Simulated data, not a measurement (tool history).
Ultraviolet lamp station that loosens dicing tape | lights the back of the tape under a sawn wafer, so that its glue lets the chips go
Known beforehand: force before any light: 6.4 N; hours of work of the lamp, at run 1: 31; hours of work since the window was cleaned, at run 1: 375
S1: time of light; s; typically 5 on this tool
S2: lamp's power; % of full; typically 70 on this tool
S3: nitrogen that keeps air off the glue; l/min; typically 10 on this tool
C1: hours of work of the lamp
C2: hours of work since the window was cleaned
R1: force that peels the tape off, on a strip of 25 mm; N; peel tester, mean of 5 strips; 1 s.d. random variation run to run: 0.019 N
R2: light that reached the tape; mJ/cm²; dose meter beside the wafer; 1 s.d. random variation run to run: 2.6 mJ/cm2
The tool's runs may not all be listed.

run,day,S1,S2,S3,C1,C2,R1,R2
1,0.000,5,70,10,31,375,0.909,316
2,0.467,5,70,10,39,383,0.917,317
3,0.692,5,70,10,42,386,0.903,314
4,0.896,5,89,10,46,390,0.579,404
5,1.104,5,89,10,49,393,0.566,403
6,1.383,5,89,10,53,398,0.581,403
7,1.783,5,89,10,60,404,0.580,407
8,2.212,5,70,5,67,411,1.353,321
9,2.500,10,70,10,71,415,0.274,639
10,2.796,5,85,10,76,420,0.626,382
11,3.125,8,73,12,81,425,0.310,531
# day 3.362: window cleaned of glue's vapour
12,3.458,4,73,8,86,2,1.365,266
13,3.650,8,91,5,89,5,0.356,656
14,3.933,10,62,10,94,9,0.315,560
15,4.275,5,74,10,99,15,0.835,338
16,4.571,5,74,10,104,19,0.854,333
17,4.842,5,62,10,108,24,1.083,286
18,5.250,5,74,3,115,30,1.573,339
19,5.517,3,87,11,119,34,1.348,239
20,5.762,6,67,5,123,38,1.039,371

Forecast each of these 4 alternatives for the next run:
A,6.138,3,74,5,129,44,?,?
B,6.138,3,70,14,129,44,?,?
C,6.138,2,93,5,129,44,?,?
D,6.138,4,70,4,129,44,?,?

run,R1,R2
A,2.297,200
B,1.732,192
C,2.681,173
D,1.945,254
Without the tool's unlogged condition, the same runs would have read:
run,R1,R2
A,2.295,200
B,1.730,192
C,2.679,173
D,1.944,254
